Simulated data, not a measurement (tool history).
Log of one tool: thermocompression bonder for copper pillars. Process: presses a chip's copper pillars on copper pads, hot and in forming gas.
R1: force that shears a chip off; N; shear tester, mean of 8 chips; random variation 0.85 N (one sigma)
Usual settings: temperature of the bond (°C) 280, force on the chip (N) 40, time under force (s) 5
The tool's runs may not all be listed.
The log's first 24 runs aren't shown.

Run 25, hour 455.2: usual settings but temperature of the bond (°C) 286, force on the chip (N) 26, time under force (s) 9. Result: R1 71.6 N.
Run 26, hour 468.1: usual settings but temperature of the bond (°C) 286, force on the chip (N) 26, time under force (s) 9. Result: R1 71.6 N.
Run 27, hour 479.1: usual settings but temperature of the bond (°C) 286, force on the chip (N) 26, time under force (s) 9. Result: R1 72.7 N.
At hour 493.7: forming gas filter changed.
Run 28, hour 506.8: usual settings but temperature of the bond (°C) 284, force on the chip (N) 24, time under force (s) 9. Result: R1 70.6 N.
Run 29, hour 526.9: usual settings but temperature of the bond (°C) 284, force on the chip (N) 24, time under force (s) 9. Result: R1 70.1 N.
Run 30, hour 538.6: usual settings but temperature of the bond (°C) 284, force on the chip (N) 24, time under force (s) 9. Result: R1 71.2 N.
Run 31, hour 557.9: usual settings but temperature of the bond (°C) 284, force on the chip (N) 24, time under force (s) 9. Result: R1 71.3 N.
Run 32, hour 574.1: usual settings but temperature of the bond (°C) 284, force on the chip (N) 24, time under force (s) 9. Result: R1 70.3 N.
Run 33, hour 592.3: usual settings but temperature of the bond (°C) 284, force on the chip (N) 24, time under force (s) 9. Result: R1 71 N.
Run 34, hour 616: usual settings but temperature of the bond (°C) 281, time under force (s) 4. Result: R1 73.6 N.
Run 35, hour 642.8: usual settings but temperature of the bond (°C) 281, time under force (s) 4. Result: R1 73.9 N.
Run 36, hour 658.7: usual settings but temperature of the bond (°C) 288, force on the chip (N) 54. Result: R1 98 N.
Run 37, hour 679.6: usual settings but temperature of the bond (°C) 288, force on the chip (N) 54. Result: R1 100.2 N.
Run 38, hour 704.2: usual settings but temperature of the bond (°C) 288, force on the chip (N) 54. Result: R1 99.1 N.
At hour 714.8: heater calibrated with a thermocouple chip.
Run 39, hour 730.8: usual settings but temperature of the bond (°C) 297, force on the chip (N) 57. Result: R1 97.5 N.

The next listed run, before its measurement:
Run 40, hour 750.6: usual settings but temperature of the bond (°C) 251, force on the chip (N) 27. Result: R1 ?.

Run 40 gave R1 31.8 N.
Without the tool's hidden state the same run would have given R1 32.5 N.
